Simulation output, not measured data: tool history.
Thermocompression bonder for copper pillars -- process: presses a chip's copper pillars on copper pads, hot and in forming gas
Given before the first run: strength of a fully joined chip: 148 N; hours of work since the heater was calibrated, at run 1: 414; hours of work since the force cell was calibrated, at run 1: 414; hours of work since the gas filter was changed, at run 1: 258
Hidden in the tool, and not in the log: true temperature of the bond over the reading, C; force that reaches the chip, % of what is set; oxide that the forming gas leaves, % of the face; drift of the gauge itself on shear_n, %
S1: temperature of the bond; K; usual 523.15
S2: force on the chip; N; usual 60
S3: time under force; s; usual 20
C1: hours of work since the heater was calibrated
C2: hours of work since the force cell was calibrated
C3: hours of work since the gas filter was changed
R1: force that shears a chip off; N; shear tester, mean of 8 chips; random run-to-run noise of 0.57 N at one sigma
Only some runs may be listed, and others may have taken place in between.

run    hour      S1  S2  S3   C1   C2   C3     R1
  1     0.0  523.15  60  20  414  414  258   68.4
       76.3  -- forming gas filter changed
  2    89.2  523.15  60  20  481  481   10   69.1
      162.4  -- heater calibrated with a thermocouple chip
  3   162.4  523.15  60  20    0  535   64   78.8
  4   211.2  523.15  60  20   37  572  101   79.0
  5   254.7  496.15  60  20   70  605  134   49.2
  6   311.0  496.15  60  20  113  648  177   48.9
      390.8  -- force cell calibrated
  7   406.8  523.15  60  20  185   12  248   72.2
  8   462.9  507.15  60  20  227   55  291   54.0
      494.5  -- forming gas filter changed
  9   516.6  523.15  44  20  268   95   17   62.0
 10   578.1  523.15  60  20  314  142   64   72.3
 11   625.2  523.15  60  20  350  178   99   70.2
 12   718.5  523.15  60  20  421  249  170   69.1
 13   759.6  523.15  60  20  452  280  201   68.1
 14   855.0  523.15  60  20  525  352  274   65.5
      873.5  -- heater calibrated with a thermocouple chip
      907.8  -- forming gas filter changed
 15   948.1  523.15  60  20   56  421   31   77.5
 16  1044.9  523.15  60  20  130  495  104   75.1
 17  1130.7  523.15  60  20  195  560  169   72.7
 18  1197.3  523.15  60  47  246  610  220   93.6
 19  1250.0  523.15  60  47  286  650  260   91.7
     1319.5  -- forming gas filter changed
     1327.4  -- force cell calibrated
 20  1329.6  523.15  60  47  345    2    7   92.9
 21  1405.6  523.15  36  47  402   59   64   72.2
 22  1466.3  531.15  82  11  448  106  110   72.3
 23  1557.3  520.15  83  25  518  175  180   79.0
     1584.1  -- heater calibrated with a thermocouple chip
 24  1622.2  533.15  59  38   29  222  227  104.8
 25  1691.5  523.15  39  17   82  275  280   57.6

Expected results for the next run?
     1736.3  -- forming gas filter changed
 26  1777.5  523.15  39  17  147  340  31   ?

{"run 26": {"R1": 57.6}}
With the hidden condition absent and the run-to-run variation left alone, this run would have shown R1 58.9 N.
